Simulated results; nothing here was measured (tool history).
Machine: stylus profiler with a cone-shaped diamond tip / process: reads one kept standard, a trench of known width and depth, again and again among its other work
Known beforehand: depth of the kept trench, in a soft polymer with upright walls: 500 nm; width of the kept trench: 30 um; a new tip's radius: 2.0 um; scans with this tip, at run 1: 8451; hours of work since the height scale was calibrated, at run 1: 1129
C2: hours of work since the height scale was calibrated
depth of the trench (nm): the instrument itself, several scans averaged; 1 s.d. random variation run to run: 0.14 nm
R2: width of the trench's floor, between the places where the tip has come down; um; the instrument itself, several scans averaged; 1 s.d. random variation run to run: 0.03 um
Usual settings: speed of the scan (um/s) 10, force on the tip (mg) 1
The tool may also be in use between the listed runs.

{"run": 1, "hour": 0.0, "speed of the scan (um/s)": 10, "force on the tip (mg)": 1, "scans with this tip": 8451, "C2": 1129, "depth of the trench (nm)": 501.91, "R2": 26.67}
{"run": 2, "hour": 28.0, "speed of the scan (um/s)": 10, "force on the tip (mg)": 1, "scans with this tip": 8569, "C2": 1145, "depth of the trench (nm)": 501.77, "R2": 26.67}
{"run": 3, "hour": 75.9, "speed of the scan (um/s)": 10, "force on the tip (mg)": 1, "scans with this tip": 8770, "C2": 1172, "depth of the trench (nm)": 501.74, "R2": 26.63}
{"run": 4, "hour": 111.2, "speed of the scan (um/s)": 10, "force on the tip (mg)": 1, "scans with this tip": 8919, "C2": 1192, "depth of the trench (nm)": 501.83, "R2": 26.63}
{"run": 5, "hour": 140.5, "speed of the scan (um/s)": 10, "force on the tip (mg)": 0.5, "scans with this tip": 9042, "C2": 1208, "depth of the trench (nm)": 500.42, "R2": 26.56}
{"run": 6, "hour": 181.1, "speed of the scan (um/s)": 10, "force on the tip (mg)": 0.9, "scans with this tip": 9213, "C2": 1231, "depth of the trench (nm)": 501.3, "R2": 26.6}
{"run": 7, "hour": 218.8, "speed of the scan (um/s)": 10, "force on the tip (mg)": 1, "scans with this tip": 9371, "C2": 1252, "depth of the trench (nm)": 501.72, "R2": 26.59}
{"run": 8, "hour": 260.6, "speed of the scan (um/s)": 10, "force on the tip (mg)": 1, "scans with this tip": 9547, "C2": 1275, "depth of the trench (nm)": 501.95, "R2": 26.6}
{"run": 9, "hour": 284.5, "speed of the scan (um/s)": 10, "force on the tip (mg)": 1, "scans with this tip": 9647, "C2": 1289, "depth of the trench (nm)": 501.36, "R2": 26.59}
{"run": 10, "hour": 316.5, "speed of the scan (um/s)": 10, "force on the tip (mg)": 1, "scans with this tip": 9782, "C2": 1307, "depth of the trench (nm)": 501.85, "R2": 26.61}
{"run": 11, "hour": 349.5, "speed of the scan (um/s)": 10, "force on the tip (mg)": 1.05, "scans with this tip": 9920, "C2": 1325, "depth of the trench (nm)": 501.73, "R2": 26.53}
{"run": 12, "hour": 372.2, "speed of the scan (um/s)": 10, "force on the tip (mg)": 1.05, "scans with this tip": 10016, "C2": 1338, "depth of the trench (nm)": 501.57, "R2": 26.63}
{"run": 13, "hour": 394.9, "speed of the scan (um/s)": 3, "force on the tip (mg)": 0.79, "scans with this tip": 10111, "C2": 1351, "depth of the trench (nm)": 501.34, "R2": 26.59}
{"run": 14, "hour": 426.4, "speed of the scan (um/s)": 3, "force on the tip (mg)": 0.79, "scans with this tip": 10244, "C2": 1369, "depth of the trench (nm)": 500.98, "R2": 26.61}
{"run": 15, "hour": 453.8, "speed of the scan (um/s)": 32, "force on the tip (mg)": 0.8, "scans with this tip": 10359, "C2": 1384, "depth of the trench (nm)": 501.01, "R2": 26.36}
{"run": 16, "hour": 503.8, "speed of the scan (um/s)": 32, "force on the tip (mg)": 0.8, "scans with this tip": 10569, "C2": 1412, "depth of the trench (nm)": 501.05, "R2": 26.35}
{"run": 17, "hour": 528.0, "speed of the scan (um/s)": 10, "force on the tip (mg)": 1.76, "scans with this tip": 10671, "C2": 1426, "depth of the trench (nm)": 502.66, "R2": 26.52}
{"run": 18, "hour": 564.4, "speed of the scan (um/s)": 10, "force on the tip (mg)": 1.76, "scans with this tip": 10824, "C2": 1446, "depth of the trench (nm)": 502.65, "R2": 26.52}
{"run": 19, "hour": 599.9, "speed of the scan (um/s)": 3, "force on the tip (mg)": 0.56, "scans with this tip": 10973, "C2": 1466, "depth of the trench (nm)": 500.46, "R2": 26.58}

For run 20, what comes out?
{"run": 20, "hour": 645.0, "speed of the scan (um/s)": 5, "force on the tip (mg)": 1.15, "scans with this tip": 11163, "C2": 1491, "depth of the trench (nm)": "?", "R2": "?"}

depth of the trench (nm): 501.74
R2: 26.55 um
The same run, on a tool lacking any hidden state, would have yielded depth of the trench (nm) 503.29, R2 27.34 um.
